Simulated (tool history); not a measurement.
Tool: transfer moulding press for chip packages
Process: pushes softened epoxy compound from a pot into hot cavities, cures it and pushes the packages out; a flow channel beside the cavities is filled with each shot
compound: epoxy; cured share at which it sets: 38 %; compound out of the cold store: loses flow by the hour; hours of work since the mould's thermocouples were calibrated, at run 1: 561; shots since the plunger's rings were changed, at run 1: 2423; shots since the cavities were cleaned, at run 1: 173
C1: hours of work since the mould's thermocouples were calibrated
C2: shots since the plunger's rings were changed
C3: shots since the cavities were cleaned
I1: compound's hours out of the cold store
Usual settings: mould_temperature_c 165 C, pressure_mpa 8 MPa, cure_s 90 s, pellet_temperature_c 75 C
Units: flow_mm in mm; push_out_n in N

run 1 hour=0 | mould_temperature_c=165 pressure_mpa=8 cure_s=90 pellet_temperature_c=75 | C1=561 C2=2423 C3=173 | I1=12.5 | flow_mm=508.9 push_out_n=563
run 2 hour=14.9 | mould_temperature_c=165 pressure_mpa=8 cure_s=90 pellet_temperature_c=75 | C1=568 C2=2567 C3=317 | I1=12.4 | flow_mm=507.8 push_out_n=655
-- hour=35.6 plunger's sealing rings changed
-- hour=42.2 cavities cleaned with cleaning compound and waxed
run 3 hour=51.5 | mould_temperature_c=165 pressure_mpa=8 cure_s=90 pellet_temperature_c=75 | C1=585 C2=140 C3=91 | I1=22.6 | flow_mm=508.6 push_out_n=850
-- hour=61.9 mould's thermocouples calibrated
run 4 hour=86.5 | mould_temperature_c=165 pressure_mpa=8 cure_s=90 pellet_temperature_c=75 | C1=13 C2=460 C3=411 | I1=30.6 | flow_mm=500.2 push_out_n=904
-- hour=101.7 cavities cleaned with cleaning compound and waxed
run 5 hour=114.9 | mould_temperature_c=165 pressure_mpa=8 cure_s=90 pellet_temperature_c=75 | C1=26 C2=721 C3=128 | I1=36.5 | flow_mm=486.1 push_out_n=569
run 6 hour=145 | mould_temperature_c=165 pressure_mpa=8 cure_s=114 pellet_temperature_c=75 | C1=42 C2=1015 C3=422 | I1=45.3 | flow_mm=472.3 push_out_n=648
-- hour=158.8 cavities cleaned with cleaning compound and waxed
run 7 hour=168.6 | mould_temperature_c=165 pressure_mpa=8 cure_s=114 pellet_temperature_c=75 | C1=53 C2=1229 C3=95 | I1=44.7 | flow_mm=470.7 push_out_n=478
run 8 hour=191.9 | mould_temperature_c=165 pressure_mpa=8 cure_s=90 pellet_temperature_c=75 | C1=65 C2=1456 C3=322 | I1=32.2 | flow_mm=489.5 push_out_n=696
-- hour=215.6 cavities cleaned with cleaning compound and waxed
-- hour=225.7 cavities cleaned with cleaning compound and waxed, once more
run 9 hour=229.5 | mould_temperature_c=165 pressure_mpa=8 cure_s=90 pellet_temperature_c=67 | C1=82 C2=1792 C3=37 | I1=9.7 | flow_mm=522.2 push_out_n=467
run 10 hour=257 | mould_temperature_c=165 pressure_mpa=8 cure_s=90 pellet_temperature_c=67 | C1=96 C2=2059 C3=304 | I1=42.9 | flow_mm=470.2 push_out_n=656
-- hour=282.5 cavities cleaned with cleaning compound and waxed
run 11 hour=294 | mould_temperature_c=165 pressure_mpa=8 cure_s=90 pellet_temperature_c=67 | C1=114 C2=2404 C3=111 | I1=29.4 | flow_mm=488.1 push_out_n=554
run 12 hour=315.7 | mould_temperature_c=165 pressure_mpa=8 cure_s=90 pellet_temperature_c=67 | C1=125 C2=2615 C3=322 | I1=42.5 | flow_mm=467.7 push_out_n=669
-- hour=331.1 plunger's sealing rings changed
-- hour=341 cavities cleaned with cleaning compound and waxed
run 13 hour=345.1 | mould_temperature_c=165 pressure_mpa=8 cure_s=90 pellet_temperature_c=75 | C1=138 C2=122 C3=39 | I1=29.3 | flow_mm=501.1 push_out_n=459
run 14 hour=367.4 | mould_temperature_c=165 pressure_mpa=8 cure_s=90 pellet_temperature_c=75 | C1=150 C2=339 C3=256 | I1=20.2 | flow_mm=515.3 push_out_n=676
run 15 hour=388.1 | mould_temperature_c=168 pressure_mpa=6.01 cure_s=90 pellet_temperature_c=77 | C1=160 C2=540 C3=457 | I1=46.1 | flow_mm=404.3 push_out_n=682
-- hour=399.1 cavities cleaned with cleaning compound and waxed
run 16 hour=406.8 | mould_temperature_c=158 pressure_mpa=6.44 cure_s=90 pellet_temperature_c=77 | C1=169 C2=707 C3=75 | I1=46 | flow_mm=443.6 push_out_n=721
run 17 hour=428.8 | mould_temperature_c=172 pressure_mpa=6.37 cure_s=90 pellet_temperature_c=75 | C1=180 C2=921 C3=289 | I1=30.9 | flow_mm=423.4 push_out_n=589
run 18 hour=453.3 | mould_temperature_c=172 pressure_mpa=6.37 cure_s=90 pellet_temperature_c=75 | C1=193 C2=1159 C3=527 | I1=41.8 | flow_mm=407.2 push_out_n=688
-- hour=458 cavities cleaned with cleaning compound and waxed
run 19 hour=482.9 | mould_temperature_c=171 pressure_mpa=7.7 cure_s=90 pellet_temperature_c=66 | C1=207 C2=1433 C3=243 | I1=12.8 | flow_mm=492.4 push_out_n=562
run 20 hour=510 | mould_temperature_c=171 pressure_mpa=7.7 cure_s=90 pellet_temperature_c=66 | C1=221 C2=1696 C3=506 | I1=17.6 | flow_mm=484 push_out_n=688
-- hour=515.7 cavities cleaned with cleaning compound and waxed
run 21 hour=542.4 | mould_temperature_c=165 pressure_mpa=8 cure_s=89 pellet_temperature_c=84 | C1=237 C2=1996 C3=259 | I1=15.5 | flow_mm=510 push_out_n=626
-- hour=573.2 cavities cleaned with cleaning compound and waxed
run 22 hour=576.1 | mould_temperature_c=159 pressure_mpa=9.42 cure_s=89 pellet_temperature_c=84 | C1=253 C2=2309 C3=28 | I1=22.9 | flow_mm=559.9 push_out_n=636
run 23 hour=607.7 | mould_temperature_c=159 pressure_mpa=9.42 cure_s=89 pellet_temperature_c=84 | C1=269 C2=2616 C3=335 | I1=18.3 | flow_mm=564.6 push_out_n=947
-- hour=623.4 plunger's sealing rings changed
-- hour=632.3 cavities cleaned with cleaning compound and waxed
run 24 hour=647.4 | mould_temperature_c=160 pressure_mpa=6.02 cure_s=72 pellet_temperature_c=84 | C1=287 C2=219 C3=147 | I1=25.1 | flow_mm=450.4 push_out_n=1140
run 25 hour=680.3 | mould_temperature_c=169 pressure_mpa=8 cure_s=90 pellet_temperature_c=72 | C1=304 C2=538 C3=466 | I1=40.1 | flow_mm=470.3 push_out_n=672
-- hour=691.2 cavities cleaned with cleaning compound and waxed
run 26 hour=710.9 | mould_temperature_c=157 pressure_mpa=7.26 cure_s=113 pellet_temperature_c=84 | C1=319 C2=821 C3=191 | I1=18.6 | flow_mm=512.2 push_out_n=623
run 27 hour=743.2 | mould_temperature_c=161 pressure_mpa=9.34 cure_s=81 pellet_temperature_c=75 | C1=335 C2=1136 C3=506 | I1=25.9 | flow_mm=552.4 push_out_n=1056

Forecast each of these 3 alternatives for the next run:
-- hour=749.2 cavities cleaned with cleaning compound and waxed
run A hour=773.6 | mould_temperature_c=165 pressure_mpa=6.07 cure_s=90 pellet_temperature_c=75 | C1=350 C2=1416 C3=236 | I1=27.1 | flow_mm=? push_out_n=?
-- hour=749.2 cavities cleaned with cleaning compound and waxed
run B hour=773.6 | mould_temperature_c=161 pressure_mpa=9.37 cure_s=89 pellet_temperature_c=81 | C1=350 C2=1416 C3=236 | I1=32.7 | flow_mm=? push_out_n=?
-- hour=749.2 cavities cleaned with cleaning compound and waxed
run C hour=773.6 | mould_temperature_c=161 pressure_mpa=7.16 cure_s=96 pellet_temperature_c=79 | C1=350 C2=1416 C3=236 | I1=26.9 | flow_mm=? push_out_n=?

run=A flow_mm=431.7 push_out_n=621
run=B flow_mm=539.5 push_out_n=704
run=C flow_mm=479.2 push_out_n=653
Without the tool's hidden state the same runs would have given:
run=A flow_mm=441.8 push_out_n=436
run=B flow_mm=552.3 push_out_n=501
run=C flow_mm=490.6 push_out_n=462
